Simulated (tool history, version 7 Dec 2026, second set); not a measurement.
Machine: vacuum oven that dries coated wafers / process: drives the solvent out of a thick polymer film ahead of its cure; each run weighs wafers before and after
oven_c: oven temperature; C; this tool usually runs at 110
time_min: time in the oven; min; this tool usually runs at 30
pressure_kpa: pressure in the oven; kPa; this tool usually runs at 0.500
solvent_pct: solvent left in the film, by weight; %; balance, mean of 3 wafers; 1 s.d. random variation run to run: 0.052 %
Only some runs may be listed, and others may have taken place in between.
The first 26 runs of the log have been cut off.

run 27 day=25.379 | oven_c=113 time_min=33 pressure_kpa=0.283 | solvent_pct=0.77
run 28 day=26.596 | oven_c=113 time_min=15 pressure_kpa=0.979 | solvent_pct=4.62
run 29 day=27.538 | oven_c=102 time_min=26 pressure_kpa=0.462 | solvent_pct=4.11
run 30 day=28.742 | oven_c=103 time_min=24 pressure_kpa=0.462 | solvent_pct=4.33
run 31 day=30.146 | oven_c=122 time_min=16 pressure_kpa=0.370 | solvent_pct=1.98
run 32 day=31.279 | oven_c=122 time_min=16 pressure_kpa=0.370 | solvent_pct=1.81
run 33 day=32.492 | oven_c=110 time_min=30 pressure_kpa=0.500 | solvent_pct=1.63
-- day=32.679 vacuum gauge cleaned of residue and calibrated
run 34 day=33.979 | oven_c=110 time_min=30 pressure_kpa=0.883 | solvent_pct=1.87
run 35 day=35.096 | oven_c=110 time_min=30 pressure_kpa=0.883 | solvent_pct=1.86
run 36 day=35.700 | oven_c=110 time_min=53 pressure_kpa=0.298 | solvent_pct=0.45
run 37 day=36.483 | oven_c=107 time_min=52 pressure_kpa=0.298 | solvent_pct=0.47
run 38 day=37.458 | oven_c=107 time_min=52 pressure_kpa=0.298 | solvent_pct=0.52
run 39 day=38.179 | oven_c=97 time_min=52 pressure_kpa=0.298 | solvent_pct=1.58

Expected results for the next run?
run 40 day=39.333 | oven_c=113 time_min=27 pressure_kpa=1.421 | solvent_pct=?

{"run 40": {"solvent_pct": 2.11}}
If the tool had no hidden condition, the same run with the same run-to-run variation would have returned solvent_pct 2.13 %.

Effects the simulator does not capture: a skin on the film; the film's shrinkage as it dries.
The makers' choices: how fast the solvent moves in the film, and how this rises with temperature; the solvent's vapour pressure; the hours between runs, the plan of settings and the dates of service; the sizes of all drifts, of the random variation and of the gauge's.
